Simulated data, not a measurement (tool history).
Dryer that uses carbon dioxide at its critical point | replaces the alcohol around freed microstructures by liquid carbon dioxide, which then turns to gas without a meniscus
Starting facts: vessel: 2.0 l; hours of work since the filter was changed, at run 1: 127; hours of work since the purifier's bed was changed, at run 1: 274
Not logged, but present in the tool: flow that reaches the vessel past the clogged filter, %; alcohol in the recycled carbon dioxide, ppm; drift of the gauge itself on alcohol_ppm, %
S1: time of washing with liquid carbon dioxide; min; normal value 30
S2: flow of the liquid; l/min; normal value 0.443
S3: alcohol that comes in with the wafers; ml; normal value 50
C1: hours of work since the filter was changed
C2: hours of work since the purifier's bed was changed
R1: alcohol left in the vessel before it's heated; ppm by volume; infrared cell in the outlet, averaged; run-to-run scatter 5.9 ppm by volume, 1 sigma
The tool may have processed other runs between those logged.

| run | day | S1 | S2 | S3 | C1 | C2 | R1 |
|---|---|---|---|---|---|---|---|
| 1 | 0 | 30 | 0.443 | 50 | 127 | 274 | 428 |
| 2 | 0.65 | 46 | 0.443 | 50 | 134 | 281 | 100 |
| 3 | 1.117 | 46 | 0.443 | 50 | 139 | 286 | 99 |
| 4 | 1.433 | 30 | 0.443 | 50 | 142 | 289 | 463 |
| 5 | 2.083 | 30 | 0.443 | 50 | 149 | 296 | 471 |
| 6 | 2.667 | 30 | 0.443 | 50 | 156 | 302 | 470 |
| 7 | 3.142 | 41 | 0.365 | 50 | 161 | 307 | 329 |
| 8 | 3.754 | 32 | 0.365 | 50 | 167 | 314 | 799 |
| 9 | 4.071 | 19 | 0.275 | 64 | 170 | 317 | 6657 |
| 10 | 4.583 | 38 | 0.443 | 43 | 176 | 323 | 205 |
|  | 4.996 | inlet filter changed |
| 11 | 5.317 | 26 | 0.301 | 57 | 3 | 330 | 1780 |

Consider 4 possible next runs. They are alternatives, not a sequence: every one starts from the tool as it was left by run 11. What does each give?
| A | 5.996 | 34 | 0.411 | 28 | 11 | 337 | ? |
| B | 5.996 | 46 | 0.323 | 50 | 11 | 337 | ? |
| C | 5.996 | 19 | 0.301 | 56 | 11 | 337 | ? |
| D | 5.996 | 41 | 0.301 | 65 | 11 | 337 | ? |

| run | R1 |
|---|---|
| A | 163 |
| B | 191 |
| C | 3681 |
| D | 456 |
With no hidden state in the tool, these same runs would have given:
| run | R1 |
|---|---|
| A | 94 |
| B | 120 |
| C | 3509 |
| D | 368 |
